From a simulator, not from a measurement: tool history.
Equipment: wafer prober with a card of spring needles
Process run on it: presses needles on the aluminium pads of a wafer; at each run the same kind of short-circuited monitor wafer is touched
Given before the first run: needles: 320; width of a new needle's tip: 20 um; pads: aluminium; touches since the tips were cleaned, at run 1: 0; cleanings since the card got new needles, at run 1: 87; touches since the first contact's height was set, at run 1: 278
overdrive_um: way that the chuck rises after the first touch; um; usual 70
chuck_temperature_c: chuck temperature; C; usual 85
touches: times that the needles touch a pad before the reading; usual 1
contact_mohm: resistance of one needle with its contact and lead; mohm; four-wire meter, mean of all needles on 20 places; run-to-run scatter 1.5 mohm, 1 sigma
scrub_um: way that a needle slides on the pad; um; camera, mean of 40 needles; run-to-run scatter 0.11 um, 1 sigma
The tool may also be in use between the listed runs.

| run | hour | overdrive_um | chuck_temperature_c | touches | touches since the tips were cleaned | cleanings since the card got new needles | touches since the first contact's height was set | contact_mohm | scrub_um |
|---|---|---|---|---|---|---|---|---|---|
| 1 | 0.0 | 70 | 85 | 1 | 0 | 87 | 278 | 145 | 14.61 |
|  | 4.7 | tips cleaned on abrasive film |
|  | 8.5 | tips cleaned on abrasive film |
|  | 13.2 | tips cleaned on abrasive film |
|  | 17.1 | tips cleaned on abrasive film |
| 2 | 17.1 | 70 | 85 | 1 | 0 | 91 | 7648 | 146 | 14.50 |
|  | 21.8 | tips cleaned on abrasive film |
|  | 26.5 | tips cleaned on abrasive film |
| 3 | 29.8 | 70 | 85 | 1 | 1469 | 93 | 13168 | 179 | 14.54 |
|  | 30.9 | tips cleaned on abrasive film |
|  | 35.6 | tips cleaned on abrasive film |
|  | 40.3 | tips cleaned on abrasive film |
| 4 | 40.5 | 70 | 85 | 1 | 112 | 96 | 17747 | 149 | 14.86 |
|  | 44.3 | tips cleaned on abrasive film |
|  | 49.0 | tips cleaned on abrasive film |
|  | 53.7 | tips cleaned on abrasive film |
|  | 58.4 | tips cleaned on abrasive film |
| 5 | 60.4 | 70 | 85 | 1 | 853 | 100 | 26316 | 169 | 14.58 |
|  | 62.3 | tips cleaned on abrasive film |
|  | 66.1 | tips cleaned on abrasive film |
|  | 70.8 | tips cleaned on abrasive film |
| 6 | 73.1 | 70 | 85 | 1 | 1004 | 103 | 31785 | 168 | 14.55 |
|  | 75.0 | tips cleaned on abrasive film |
|  | 79.7 | tips cleaned on abrasive film |
|  | 83.6 | tips cleaned on abrasive film |
| 7 | 83.6 | 70 | 85 | 1 | 0 | 106 | 36298 | 146 | 14.41 |
|  | 88.3 | tips cleaned on abrasive film |
|  | 93.0 | tips cleaned on abrasive film |
| 8 | 94.4 | 70 | 85 | 1 | 630 | 108 | 40986 | 161 | 14.48 |
|  | 97.3 | tips cleaned on abrasive film |
|  | 102.0 | tips cleaned on abrasive film |
|  | 106.7 | tips cleaned on abrasive film |
| 9 | 109.6 | 70 | 85 | 1 | 1274 | 111 | 47538 | 173 | 14.41 |
|  | 110.6 | tips cleaned on abrasive film |
|  | 114.4 | tips cleaned on abrasive film |
|  | 119.1 | tips cleaned on abrasive film |
|  | 123.8 | tips cleaned on abrasive film |
|  | 128.5 | tips cleaned on abrasive film |
| 10 | 129.0 | 70 | 29 | 1 | 227 | 116 | 55884 | 144 | 14.62 |
|  | 132.8 | tips cleaned on abrasive film |
|  | 137.5 | tips cleaned on abrasive film |
|  | 142.2 | tips cleaned on abrasive film |
|  | 146.9 | tips cleaned on abrasive film |
| 11 | 149.0 | 85 | 29 | 1 | 944 | 120 | 64524 | 150 | 17.65 |
|  | 151.0 | tips cleaned on abrasive film |
|  | 155.7 | tips cleaned on abrasive film |
|  | 160.4 | tips cleaned on abrasive film |
|  | 165.1 | tips cleaned on abrasive film |
| 12 | 165.7 | 85 | 29 | 1 | 276 | 124 | 71704 | 136 | 17.39 |
|  | 169.5 | tips cleaned on abrasive film |
|  | 173.3 | tips cleaned on abrasive film |
|  | 178.0 | tips cleaned on abrasive film |
| 13 | 180.5 | 70 | 48 | 1 | 1097 | 127 | 78080 | 167 | 14.19 |
|  | 182.4 | tips cleaned on abrasive film |
|  | 186.2 | tips cleaned on abrasive film |
|  | 190.9 | tips cleaned on abrasive film |
| 14 | 193.5 | 70 | 48 | 1 | 1136 | 130 | 83683 | 168 | 14.26 |
|  | 195.4 | tips cleaned on abrasive film |
|  | 200.1 | tips cleaned on abrasive film |
|  | 204.8 | tips cleaned on abrasive film |
|  | 209.5 | tips cleaned on abrasive film |
| 15 | 211.6 | 70 | 48 | 1 | 896 | 134 | 91481 | 164 | 14.24 |
|  | 213.5 | tips cleaned on abrasive film |
|  | 218.2 | tips cleaned on abrasive film |
|  | 222.9 | tips cleaned on abrasive film |
| 16 | 226.4 | 89 | 48 | 1 | 1548 | 137 | 97900 | 157 | 18.17 |
|  | 227.5 | tips cleaned on abrasive film |
|  | 232.2 | tips cleaned on abrasive film |
|  | 236.9 | tips cleaned on abrasive film |
|  | 241.6 | tips cleaned on abrasive film |
| 17 | 243.3 | 70 | 79 | 1 | 759 | 141 | 105155 | 165 | 14.19 |
|  | 246.2 | tips cleaned on abrasive film |
|  | 249.9 | tips cleaned on abrasive film |
|  | 254.7 | tips cleaned on abrasive film |
| 18 | 257.1 | 70 | 79 | 1 | 1093 | 144 | 111121 | 173 | 14.34 |
|  | 259.1 | tips cleaned on abrasive film |
|  | 263.8 | tips cleaned on abrasive film |
| 19 | 266.8 | 70 | 79 | 1 | 1329 | 146 | 115292 | 178 | 14.26 |
|  | 267.8 | tips cleaned on abrasive film |
|  | 272.5 | tips cleaned on abrasive film |
|  | 277.2 | tips cleaned on abrasive film |
|  | 281.9 | tips cleaned on abrasive film |
| 20 | 283.1 | 70 | 85 | 1 | 525 | 150 | 122312 | 164 | 14.01 |
|  | 286.0 | tips cleaned on abrasive film |
|  | 289.8 | tips cleaned on abrasive film |
|  | 294.5 | tips cleaned on abrasive film |
|  | 299.2 | tips cleaned on abrasive film |
|  | 303.3 | tips cleaned on abrasive film |
| 21 | 303.3 | 83 | 27 | 1 | 0 | 155 | 131000 | 132 | 17.01 |
|  | 308.0 | tips cleaned on abrasive film |
|  | 312.7 | tips cleaned on abrasive film |
| 22 | 315.0 | 72 | 114 | 1 | 1015 | 157 | 136076 | 177 | 14.50 |
|  | 317.0 | tips cleaned on abrasive film |
|  | 321.7 | tips cleaned on abrasive film |
| 23 | 324.6 | 81 | 84 | 1 | 1286 | 159 | 140202 | 166 | 16.31 |

What does the tool deliver on the next run?
|  | 325.6 | tips cleaned on abrasive film |
|  | 330.3 | tips cleaned on abrasive film |
|  | 335.0 | tips cleaned on abrasive film |
| 24 | 338.6 | 51 | 85 | 2 | 1577 | 162 | 146248 | ? | ? |

{"run 24": {"contact_mohm": 205, "scrub_um": 9.93}}
With no hidden state in the tool, this same run would have given contact_mohm 149 mohm, scrub_um 10.59 um.
